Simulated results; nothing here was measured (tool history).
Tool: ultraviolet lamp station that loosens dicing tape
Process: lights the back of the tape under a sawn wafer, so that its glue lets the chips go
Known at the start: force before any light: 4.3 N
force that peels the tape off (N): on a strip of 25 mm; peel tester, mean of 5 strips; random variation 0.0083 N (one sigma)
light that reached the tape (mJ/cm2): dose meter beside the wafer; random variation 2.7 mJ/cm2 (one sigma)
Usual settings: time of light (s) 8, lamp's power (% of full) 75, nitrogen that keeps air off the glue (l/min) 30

run,hour,time of light (s),lamp's power (% of full),nitrogen that keeps air off the glue (l/min),force that peels the tape off (N),light that reached the tape (mJ/cm2)
1,0,8,75,30,0.389,330
2,58.8,8,75,30,0.408,323
3,120.8,8,75,30,0.404,315
4,191.3,8,75,30,0.422,315
5,253.8,8,75,30,0.439,309
6,325.2,8,75,30,0.447,296
7,372.3,8,75,30,0.464,298
# hour 422.2: window cleaned of glue's vapour
8,436.4,8,63,37,0.578,236
9,501,8,82,31,0.442,298
10,534.7,8,82,31,0.459,296
11,582.3,11,73,30,0.363,359
# hour 590.7: window cleaned of glue's vapour, once more
12,621,11,73,30,0.287,417
13,685.9,7,96,30,0.382,337

4 ways to go on from here, each from the tool as it stands after run 13. What would each give?
A,737,7,96,22,?,?
B,737,7,96,30,?,?
C,737,4,96,12,?,?
D,737,4,96,30,?,?

run,force that peels the tape off (N),light that reached the tape (mJ/cm2)
A,0.458,341
B,0.372,341
C,1.385,193
D,0.845,192
Without the tool's hidden state the same runs would have given:
run,force that peels the tape off (N),light that reached the tape (mJ/cm2)
A,0.34,420
B,0.288,420
C,1.087,238
D,0.622,237
